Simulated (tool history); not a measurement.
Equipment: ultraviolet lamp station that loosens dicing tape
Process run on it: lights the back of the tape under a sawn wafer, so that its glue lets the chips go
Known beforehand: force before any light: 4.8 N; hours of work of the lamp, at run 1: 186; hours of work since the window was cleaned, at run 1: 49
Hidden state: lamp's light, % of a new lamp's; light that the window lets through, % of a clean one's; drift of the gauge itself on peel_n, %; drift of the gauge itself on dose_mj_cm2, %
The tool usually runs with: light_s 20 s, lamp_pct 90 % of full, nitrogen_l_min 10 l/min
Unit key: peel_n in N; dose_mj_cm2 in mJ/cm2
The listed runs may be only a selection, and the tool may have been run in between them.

run   hour  light_s  lamp_pct  nitrogen_l_min  hours of work of the lamp  hours of work since the window was cleaned  peel_n  dose_mj_cm2
  1    0.0       20        90              10                        186                                          49   0.211          379
  2   33.8       20        90              10                        205                                          68   0.203          376
  3   56.4       20        90              10                        217                                          81   0.226          372
  4   75.2       20        90               5                        228                                          91   0.357          372
  5   96.9       20        78              10                        240                                         103   0.302          324
  6  134.2       20        78              10                        261                                         125   0.310          320
  7  159.1       20        61              10                        276                                         139   0.520          245
  8  201.2       20        90              10                        299                                         162   0.223          353
  9  222.4       20        90              10                        311                                         174   0.247          355
 10  241.4       20        90              10                        322                                         185   0.240          360
 11  260.7       20        90              10                        333                                         196   0.246          352
 12  287.2       20        90              10                        348                                         211   0.242          351
 13  316.3       20        90              10                        364                                         228   0.244          347
 14  340.9       20        90              10                        378                                         241   0.258          349
 15  363.2       20        90              10                        391                                         254   0.261          342
 16  398.2       20        90              10                        411                                         274   0.275          339
 17  435.4       20        90              10                        432                                         295   0.272          335
 18  453.8       20        90              10                        442                                         305   0.274          335
 19  472.4       20        90              10                        453                                         316   0.285          331
 20  493.8       20        90              10                        465                                         328   0.287          327
 21  532.1       20        73              10                        486                                         350   0.461          264
 22  563.7       20        73              10                        504                                         367   0.448          260
 23  587.7       20        73              10                        518                                         381   0.469          255
 24  617.4       20        67               4                        535                                         398   0.942          234
 25  637.7       13        77              10                        546                                         409   0.945          175
 26  673.7       32        61               5                        567                                         430   0.447          337
 27  700.1       32        61               5                        581                                         445   0.435          331
 28  726.1       32        61               5                        596                                         459   0.463          330
 29  766.5       23        94              10                        619                                         482   0.228          360
 30  788.3       25        92              10                        631                                         494   0.209          385
     819.3  -- window cleaned of glue's vapour
 31  830.3       21        62               4                        655                                           6   0.858          247
 32  859.9       21        62               4                        672                                          23   0.900          244
 33  879.6       21        62               4                        683                                          34   0.887          243
 34  905.7       12        88              20                        697                                          49   0.556          194

The next listed run, before its measurement:
 35  926.3       12        88              20                        709                                          60       ?            ?

Run 35 produced peel_n 0.554 N, dose_mj_cm2 196 mJ/cm2.
Had the tool carried no hidden state, the very same run would have given peel_n 0.364 N, dose_mj_cm2 241 mJ/cm2.
